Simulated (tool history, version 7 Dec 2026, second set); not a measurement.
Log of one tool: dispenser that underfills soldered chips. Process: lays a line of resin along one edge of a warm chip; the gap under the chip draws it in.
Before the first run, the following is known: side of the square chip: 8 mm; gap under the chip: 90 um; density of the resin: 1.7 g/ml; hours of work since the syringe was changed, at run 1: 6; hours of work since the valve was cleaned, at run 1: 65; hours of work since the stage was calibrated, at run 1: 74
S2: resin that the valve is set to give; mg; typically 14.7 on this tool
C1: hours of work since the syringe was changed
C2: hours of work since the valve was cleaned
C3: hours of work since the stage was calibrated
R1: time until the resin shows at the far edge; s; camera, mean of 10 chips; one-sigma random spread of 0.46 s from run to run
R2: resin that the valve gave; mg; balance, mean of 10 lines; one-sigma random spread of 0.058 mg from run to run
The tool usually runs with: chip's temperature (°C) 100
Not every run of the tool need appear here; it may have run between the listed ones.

run 1 hour=0 | chip's_temperature_(°C)=100 S2=14.7 | C1=6 C2=65 C3=74 | R1=53.8 R2=13.99
run 2 hour=2.4 | chip's_temperature_(°C)=100 S2=14.7 | C1=7 C2=66 C3=75 | R1=60.3 R2=14.06
run 3 hour=4.6 | chip's_temperature_(°C)=100 S2=14.7 | C1=9 C2=68 C3=77 | R1=67.4 R2=14.06
-- hour=6 new syringe of resin
run 4 hour=7.5 | chip's_temperature_(°C)=85 S2=14.7 | C1=1 C2=70 C3=79 | R1=65.1 R2=14.08
run 5 hour=10.2 | chip's_temperature_(°C)=85 S2=14.7 | C1=3 C2=71 C3=80 | R1=74.7 R2=13.95
run 6 hour=14.3 | chip's_temperature_(°C)=85 S2=14.7 | C1=6 C2=74 C3=83 | R1=90.7 R2=14.04
run 7 hour=16.8 | chip's_temperature_(°C)=85 S2=14.7 | C1=7 C2=76 C3=85 | R1=101.2 R2=13.91
-- hour=20.4 new syringe of resin
run 8 hour=21 | chip's_temperature_(°C)=85 S2=14.7 | C1=0 C2=78 C3=87 | R1=64.6 R2=13.92
run 9 hour=25.1 | chip's_temperature_(°C)=100 S2=14.7 | C1=3 C2=81 C3=90 | R1=45.6 R2=13.93
run 10 hour=28.3 | chip's_temperature_(°C)=114 S2=14.7 | C1=5 C2=83 C3=92 | R1=33 R2=13.91
run 11 hour=33 | chip's_temperature_(°C)=114 S2=14.7 | C1=8 C2=86 C3=95 | R1=41.5 R2=13.88
-- hour=35.2 new syringe of resin
run 12 hour=36.7 | chip's_temperature_(°C)=114 S2=14.7 | C1=1 C2=89 C3=98 | R1=24.1 R2=13.94
run 13 hour=40.4 | chip's_temperature_(°C)=87 S2=15.3 | C1=3 C2=91 C3=100 | R1=73.6 R2=14.4
run 14 hour=43.5 | chip's_temperature_(°C)=100 S2=16.8 | C1=6 C2=93 C3=102 | R1=52.7 R2=15.8
run 15 hour=46.3 | chip's_temperature_(°C)=100 S2=16.8 | C1=7 C2=95 C3=104 | R1=59.4 R2=15.83
run 16 hour=49.2 | chip's_temperature_(°C)=100 S2=16.8 | C1=9 C2=97 C3=106 | R1=69.6 R2=15.66
-- hour=49.7 new syringe of resin
run 17 hour=54.3 | chip's_temperature_(°C)=94 S2=12.5 | C1=3 C2=100 C3=109 | R1=59.9 R2=11.56
run 18 hour=59.1 | chip's_temperature_(°C)=94 S2=12.5 | C1=6 C2=103 C3=112 | R1=73.9 R2=11.7
run 19 hour=61.4 | chip's_temperature_(°C)=107 S2=13 | C1=8 C2=105 C3=114 | R1=52 R2=12.12
-- hour=64.2 new syringe of resin
run 20 hour=64.4 | chip's_temperature_(°C)=107 S2=13 | C1=0 C2=107 C3=116 | R1=29.1 R2=11.98

5 options for the next run, each taken on its own from the tool as it stands now. Forecast them:
run A hour=66.5 | chip's_temperature_(°C)=107 S2=16.7 | C1=1 C2=108 C3=117 | R1=? R2=?
run B hour=66.5 | chip's_temperature_(°C)=94 S2=18.9 | C1=1 C2=108 C3=117 | R1=? R2=?
run C hour=66.5 | chip's_temperature_(°C)=107 S2=17.9 | C1=1 C2=108 C3=117 | R1=? R2=?
run D hour=66.5 | chip's_temperature_(°C)=108 S2=14.9 | C1=1 C2=108 C3=117 | R1=? R2=?
run E hour=66.5 | chip's_temperature_(°C)=105 S2=14.7 | C1=1 C2=108 C3=117 | R1=? R2=?

run=A R1=31.3 R2=15.5
run=B R1=47.7 R2=17.59
run=C R1=30.4 R2=16.6
run=D R1=30.1 R2=13.87
run=E R1=33.4 R2=13.63
Had the tool no hidden state, the same runs would have come out as:
run=A R1=27.4 R2=16.71
run=B R1=41.8 R2=18.97
run=C R1=26.6 R2=17.9
run=D R1=26.1 R2=14.96
run=E R1=29 R2=14.69
